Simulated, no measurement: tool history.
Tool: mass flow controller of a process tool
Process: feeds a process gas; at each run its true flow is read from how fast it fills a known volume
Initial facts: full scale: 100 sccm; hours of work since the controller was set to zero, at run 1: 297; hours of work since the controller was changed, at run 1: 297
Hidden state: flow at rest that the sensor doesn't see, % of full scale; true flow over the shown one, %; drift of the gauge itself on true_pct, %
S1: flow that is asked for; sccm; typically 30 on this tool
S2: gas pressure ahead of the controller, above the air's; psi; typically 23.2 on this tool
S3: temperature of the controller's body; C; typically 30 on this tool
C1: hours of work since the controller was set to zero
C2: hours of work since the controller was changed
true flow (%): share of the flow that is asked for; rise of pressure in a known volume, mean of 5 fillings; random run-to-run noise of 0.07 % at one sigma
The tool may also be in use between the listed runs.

Run 1, hour 0.0: usual settings; C1 297; C2 297. Result: true flow (%) 97.75.
Run 2, hour 126.4: usual settings but S3 37 C; C1 348; C2 348. Result: true flow (%) 97.33.
Run 3, hour 179.6: usual settings but S3 37 C; C1 369; C2 369. Result: true flow (%) 97.28.
Run 4, hour 271.1: usual settings; C1 405; C2 405. Result: true flow (%) 97.57.
Run 5, hour 359.3: usual settings; C1 441; C2 441. Result: true flow (%) 97.41.
Run 6, hour 440.3: usual settings but S2 22.3 psi; C1 473; C2 473. Result: true flow (%) 97.32.
Run 7, hour 507.8: usual settings but S1 13 sccm; C1 500; C2 500. Result: true flow (%) 96.75.
Run 8, hour 629.9: usual settings but S2 36.8 psi; C1 549; C2 549. Result: true flow (%) 96.79.
Run 9, hour 729.5: usual settings but S2 36.8 psi; C1 589; C2 589. Result: true flow (%) 96.87.
Run 10, hour 846.2: usual settings but S1 46 sccm; C1 635; C2 635. Result: true flow (%) 97.33.
Run 11, hour 966.8: usual settings; C1 684; C2 684. Result: true flow (%) 96.69.
Run 12, hour 1053.7: usual settings but S1 13 sccm; C1 718; C2 718. Result: true flow (%) 96.23.
Run 13, hour 1170.9: usual settings but S1 13 sccm; C1 765; C2 765. Result: true flow (%) 96.06.
Run 14, hour 1252.6: usual settings but S1 13 sccm; C1 798; C2 798. Result: true flow (%) 96.09.
Run 15, hour 1376.1: usual settings but S1 15 sccm, S2 36.8 psi, S3 26 C; C1 847; C2 847. Result: true flow (%) 95.82.
Run 16, hour 1469.4: usual settings but S1 15 sccm, S2 36.8 psi, S3 26 C; C1 885; C2 885. Result: true flow (%) 95.78.
Run 17, hour 1578.8: usual settings but S1 60 sccm, S2 36.8 psi, S3 26 C; C1 928; C2 928. Result: true flow (%) 97.07.
Run 18, hour 1668.3: usual settings but S1 60 sccm, S2 39.7 psi, S3 22 C; C1 964; C2 964. Result: true flow (%) 97.01.
Run 19, hour 1727.7: usual settings but S1 41 sccm, S2 28.3 psi, S3 22 C; C1 988; C2 988. Result: true flow (%) 96.74.
Run 20, hour 1801.9: usual settings but S1 41 sccm, S2 28.3 psi, S3 22 C; C1 1018; C2 1018. Result: true flow (%) 96.54.
Run 21, hour 1859.7: usual settings but S1 86 sccm, S2 37.3 psi, S3 20 C; C1 1041; C2 1041. Result: true flow (%) 97.76.
Run 22, hour 1974.7: usual settings but S1 40 sccm, S2 26.3 psi, S3 20 C; C1 1087; C2 1087. Result: true flow (%) 96.41.
Run 23, hour 2058.1: usual settings but S1 54 sccm, S2 23.8 psi, S3 35 C; C1 1120; C2 1120. Result: true flow (%) 96.16.
Run 24, hour 2111.0: usual settings but S1 16 sccm, S2 36.7 psi, S3 24 C; C1 1141; C2 1141. Result: true flow (%) 95.25.

Below are 5 alternative next runs, each starting from the tool's condition after run 24. Predict each:
Run A, hour 2182.7: usual settings but S1 26 sccm, S2 36.7 psi, S3 20 C; C1 1170; C2 1170. Result: true flow (%) ?.
Run B, hour 2182.7: usual settings but S1 35 sccm, S2 37.9 psi, S3 22 C; C1 1170; C2 1170. Result: true flow (%) ?.
Run C, hour 2182.7: usual settings but S1 16 sccm, S2 36.7 psi, S3 28 C; C1 1170; C2 1170. Result: true flow (%) ?.
Run D, hour 2182.7: usual settings but S1 19 sccm, S2 29.7 psi, S3 23 C; C1 1170; C2 1170. Result: true flow (%) ?.
Run E, hour 2182.7: usual settings but S1 12 sccm, S2 24.7 psi, S3 34 C; C1 1170; C2 1170. Result: true flow (%) ?.

run  true flow (%)
  A          95.64
  B          95.89
  C          95.02
  D          95.40
  E          94.93
Had the tool no hidden state, the same runs would have come out as:
run  true flow (%)
  A          97.80
  B          98.04
  C          97.16
  D          97.54
  E          97.07
